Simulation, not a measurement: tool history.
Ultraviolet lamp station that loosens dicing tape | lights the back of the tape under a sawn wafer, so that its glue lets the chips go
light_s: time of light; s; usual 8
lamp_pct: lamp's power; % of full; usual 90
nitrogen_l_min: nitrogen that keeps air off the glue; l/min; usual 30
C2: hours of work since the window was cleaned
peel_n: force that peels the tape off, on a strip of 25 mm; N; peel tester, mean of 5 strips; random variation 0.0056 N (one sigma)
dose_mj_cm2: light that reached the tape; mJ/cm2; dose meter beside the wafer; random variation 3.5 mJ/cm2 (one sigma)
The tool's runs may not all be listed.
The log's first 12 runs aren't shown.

Run 13, hour 291.3: usual settings; hours of work of the lamp 714; C2 55. Result: peel_n 0.125 N, dose_mj_cm2 569 mJ/cm2.
Run 14, hour 314.6: usual settings; hours of work of the lamp 724; C2 65. Result: peel_n 0.124 N, dose_mj_cm2 578 mJ/cm2.
Run 15, hour 334.9: usual settings; hours of work of the lamp 733; C2 74. Result: peel_n 0.11 N, dose_mj_cm2 573 mJ/cm2.
Run 16, hour 363.4: usual settings; hours of work of the lamp 745; C2 86. Result: peel_n 0.12 N, dose_mj_cm2 574 mJ/cm2.
Run 17, hour 378.1: usual settings; hours of work of the lamp 752; C2 92. Result: peel_n 0.131 N, dose_mj_cm2 573 mJ/cm2.
Run 18, hour 396: usual settings but nitrogen_l_min 10 l/min; hours of work of the lamp 759; C2 100. Result: peel_n 0.22 N, dose_mj_cm2 567 mJ/cm2.
Run 19, hour 424.5: usual settings but nitrogen_l_min 10 l/min; hours of work of the lamp 772; C2 113. Result: peel_n 0.224 N, dose_mj_cm2 570 mJ/cm2.
Run 20, hour 455.1: usual settings but nitrogen_l_min 10 l/min; hours of work of the lamp 785; C2 126. Result: peel_n 0.23 N, dose_mj_cm2 574 mJ/cm2.
Run 21, hour 472.3: usual settings; hours of work of the lamp 792; C2 133. Result: peel_n 0.115 N, dose_mj_cm2 572 mJ/cm2.
Run 22, hour 498.5: usual settings but nitrogen_l_min 59 l/min; hours of work of the lamp 804; C2 145. Result: peel_n 0.095 N, dose_mj_cm2 570 mJ/cm2.
Run 23, hour 532.8: usual settings but nitrogen_l_min 25 l/min; hours of work of the lamp 819; C2 159. Result: peel_n 0.125 N, dose_mj_cm2 571 mJ/cm2.
Run 24, hour 559.7: usual settings but nitrogen_l_min 25 l/min; hours of work of the lamp 830; C2 171. Result: peel_n 0.131 N, dose_mj_cm2 574 mJ/cm2.
Run 25, hour 584.2: usual settings but light_s 9 s, lamp_pct 70 % of full, nitrogen_l_min 33 l/min; hours of work of the lamp 841; C2 182. Result: peel_n 0.148 N, dose_mj_cm2 503 mJ/cm2.
Run 26, hour 608.8: usual settings but light_s 4 s, lamp_pct 69 % of full, nitrogen_l_min 36 l/min; hours of work of the lamp 851; C2 192. Result: peel_n 0.992 N, dose_mj_cm2 215 mJ/cm2.
Run 27, hour 627.9: usual settings but light_s 7 s; hours of work of the lamp 860; C2 201. Result: peel_n 0.164 N, dose_mj_cm2 497 mJ/cm2.
Run 28, hour 654.9: usual settings but light_s 7 s, lamp_pct 86 % of full, nitrogen_l_min 43 l/min; hours of work of the lamp 871; C2 212. Result: peel_n 0.151 N, dose_mj_cm2 475 mJ/cm2.
Run 29, hour 678.5: usual settings but light_s 5 s, lamp_pct 98 % of full, nitrogen_l_min 41 l/min; hours of work of the lamp 882; C2 223. Result: peel_n 0.256 N, dose_mj_cm2 382 mJ/cm2.
Run 30, hour 698.3: usual settings but light_s 7 s, lamp_pct 99 % of full, nitrogen_l_min 37 l/min; hours of work of the lamp 890; C2 231. Result: peel_n 0.126 N, dose_mj_cm2 549 mJ/cm2.
Run 31, hour 727.4: usual settings but light_s 7 s, lamp_pct 99 % of full, nitrogen_l_min 37 l/min; hours of work of the lamp 903; C2 244. Result: peel_n 0.132 N, dose_mj_cm2 549 mJ/cm2.

Run 32 comes next. What will it give?
Run 32, hour 743.2: usual settings but light_s 7 s, lamp_pct 68 % of full, nitrogen_l_min 37 l/min; hours of work of the lamp 910; C2 251. Result: peel_n ?, dose_mj_cm2 ?.

Run 32 gave peel_n 0.289 N, dose_mj_cm2 372 mJ/cm2.
Without the tool's hidden state the same run would have given peel_n 0.288 N, dose_mj_cm2 373 mJ/cm2.
